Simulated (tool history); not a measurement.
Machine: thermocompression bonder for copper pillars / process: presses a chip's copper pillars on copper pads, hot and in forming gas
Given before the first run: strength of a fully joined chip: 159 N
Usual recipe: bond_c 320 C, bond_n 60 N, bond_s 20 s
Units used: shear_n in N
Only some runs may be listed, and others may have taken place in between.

run 1 hour=0 | bond_c=320 bond_n=60 bond_s=20 | shear_n=99.4
run 2 hour=5.2 | bond_c=320 bond_n=60 bond_s=20 | shear_n=100
run 3 hour=14.8 | bond_c=320 bond_n=60 bond_s=20 | shear_n=99.4
run 4 hour=23.4 | bond_c=320 bond_n=60 bond_s=36 | shear_n=116.7
run 5 hour=28.3 | bond_c=320 bond_n=60 bond_s=17 | shear_n=94.1
run 6 hour=35 | bond_c=320 bond_n=64 bond_s=20 | shear_n=104.7
run 7 hour=41.2 | bond_c=320 bond_n=64 bond_s=20 | shear_n=105.4
run 8 hour=47.9 | bond_c=320 bond_n=60 bond_s=20 | shear_n=100
run 9 hour=53.9 | bond_c=320 bond_n=60 bond_s=20 | shear_n=100.3
run 10 hour=62.3 | bond_c=320 bond_n=60 bond_s=20 | shear_n=100
run 11 hour=66.8 | bond_c=320 bond_n=60 bond_s=31 | shear_n=112.3
run 12 hour=73.7 | bond_c=320 bond_n=75 bond_s=20 | shear_n=112.8
run 13 hour=79.4 | bond_c=331 bond_n=39 bond_s=20 | shear_n=82.3
run 14 hour=87.1 | bond_c=331 bond_n=39 bond_s=20 | shear_n=81.5
run 15 hour=92.7 | bond_c=331 bond_n=39 bond_s=20 | shear_n=82.1
run 16 hour=101.8 | bond_c=331 bond_n=39 bond_s=20 | shear_n=81.9

What if the next run were any one of these 5? Each begins from the tool's condition after run 16:
run A hour=111.6 | bond_c=317 bond_n=60 bond_s=31 | shear_n=?
run B hour=111.6 | bond_c=320 bond_n=43 bond_s=43 | shear_n=?
run C hour=111.6 | bond_c=315 bond_n=60 bond_s=20 | shear_n=?
run D hour=111.6 | bond_c=339 bond_n=47 bond_s=43 | shear_n=?
run E hour=111.6 | bond_c=292 bond_n=86 bond_s=20 | shear_n=?

run=A shear_n=111.3
run=B shear_n=102.1
run=C shear_n=97.7
run=D shear_n=118.6
run=E shear_n=102.1
Without the tool's hidden state the same runs would have given:
run=A shear_n=111.6
run=B shear_n=102.4
run=C shear_n=97.9
run=D shear_n=118.9
run=E shear_n=102.4
